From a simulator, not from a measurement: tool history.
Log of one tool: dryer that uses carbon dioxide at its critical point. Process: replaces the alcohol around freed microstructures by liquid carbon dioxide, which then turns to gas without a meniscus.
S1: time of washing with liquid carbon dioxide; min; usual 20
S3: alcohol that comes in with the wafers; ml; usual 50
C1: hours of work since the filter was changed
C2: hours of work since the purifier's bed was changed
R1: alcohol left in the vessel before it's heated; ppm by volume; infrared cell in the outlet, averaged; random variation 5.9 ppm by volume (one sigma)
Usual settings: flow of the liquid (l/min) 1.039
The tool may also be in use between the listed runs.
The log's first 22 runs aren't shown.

run 23 hour=235.5 | S1=20 flow_of_the_liquid_(l/min)=1.039 S3=50 | C1=105 C2=238 | R1=300
run 24 hour=246.1 | S1=20 flow_of_the_liquid_(l/min)=1.039 S3=50 | C1=113 C2=246 | R1=305
run 25 hour=252.3 | S1=15 flow_of_the_liquid_(l/min)=0.960 S3=88 | C1=117 C2=250 | R1=1484
run 26 hour=259.9 | S1=28 flow_of_the_liquid_(l/min)=1.180 S3=88 | C1=123 C2=255 | R1=86
run 27 hour=268.8 | S1=20 flow_of_the_liquid_(l/min)=1.180 S3=79 | C1=129 C2=262 | R1=306
run 28 hour=280.2 | S1=24 flow_of_the_liquid_(l/min)=0.630 S3=57 | C1=137 C2=270 | R1=913
run 29 hour=292.9 | S1=20 flow_of_the_liquid_(l/min)=0.690 S3=50 | C1=146 C2=279 | R1=1052
run 30 hour=304.6 | S1=20 flow_of_the_liquid_(l/min)=1.039 S3=84 | C1=155 C2=287 | R1=516
run 31 hour=313.0 | S1=16 flow_of_the_liquid_(l/min)=0.710 S3=50 | C1=161 C2=293 | R1=1602
run 32 hour=321.8 | S1=16 flow_of_the_liquid_(l/min)=1.750 S3=58 | C1=167 C2=300 | R1=141
run 33 hour=332.1 | S1=16 flow_of_the_liquid_(l/min)=1.750 S3=58 | C1=174 C2=307 | R1=140
run 34 hour=338.5 | S1=15 flow_of_the_liquid_(l/min)=1.039 S3=107 | C1=179 C2=311 | R1=1659
run 35 hour=349.9 | S1=20 flow_of_the_liquid_(l/min)=1.039 S3=33 | C1=187 C2=320 | R1=261
run 36 hour=355.7 | S1=20 flow_of_the_liquid_(l/min)=1.039 S3=33 | C1=191 C2=324 | R1=250
run 37 hour=369.3 | S1=20 flow_of_the_liquid_(l/min)=1.039 S3=33 | C1=201 C2=333 | R1=251
run 38 hour=376.0 | S1=13 flow_of_the_liquid_(l/min)=1.039 S3=80 | C1=206 C2=338 | R1=1864
run 39 hour=384.6 | S1=13 flow_of_the_liquid_(l/min)=1.039 S3=80 | C1=212 C2=344 | R1=1891
run 40 hour=391.4 | S1=19 flow_of_the_liquid_(l/min)=1.480 S3=59 | C1=217 C2=349 | R1=162
run 41 hour=397.1 | S1=18 flow_of_the_liquid_(l/min)=1.039 S3=65 | C1=221 C2=353 | R1=655
run 42 hour=405.7 | S1=20 flow_of_the_liquid_(l/min)=0.940 S3=112 | C1=227 C2=359 | R1=1104
run 43 hour=416.9 | S1=20 flow_of_the_liquid_(l/min)=0.940 S3=112 | C1=235 C2=367 | R1=1096
run 44 hour=423.1 | S1=20 flow_of_the_liquid_(l/min)=0.940 S3=112 | C1=239 C2=372 | R1=1089
run 45 hour=429.3 | S1=15 flow_of_the_liquid_(l/min)=0.670 S3=50 | C1=244 C2=376 | R1=2259
run 46 hour=436.0 | S1=15 flow_of_the_liquid_(l/min)=0.670 S3=50 | C1=249 C2=381 | R1=2197

Forecast each of these 3 alternatives for the next run:
run A hour=449.8 | S1=24 flow_of_the_liquid_(l/min)=0.790 S3=34 | C1=258 C2=391 | R1=?
run B hour=449.8 | S1=13 flow_of_the_liquid_(l/min)=1.039 S3=48 | C1=258 C2=391 | R1=?
run C hour=449.8 | S1=20 flow_of_the_liquid_(l/min)=1.039 S3=115 | C1=258 C2=391 | R1=?

run=A R1=376
run=B R1=1169
run=C R1=855
Without the tool's hidden state the same runs would have given:
run=A R1=202
run=B R1=796
run=C R1=471
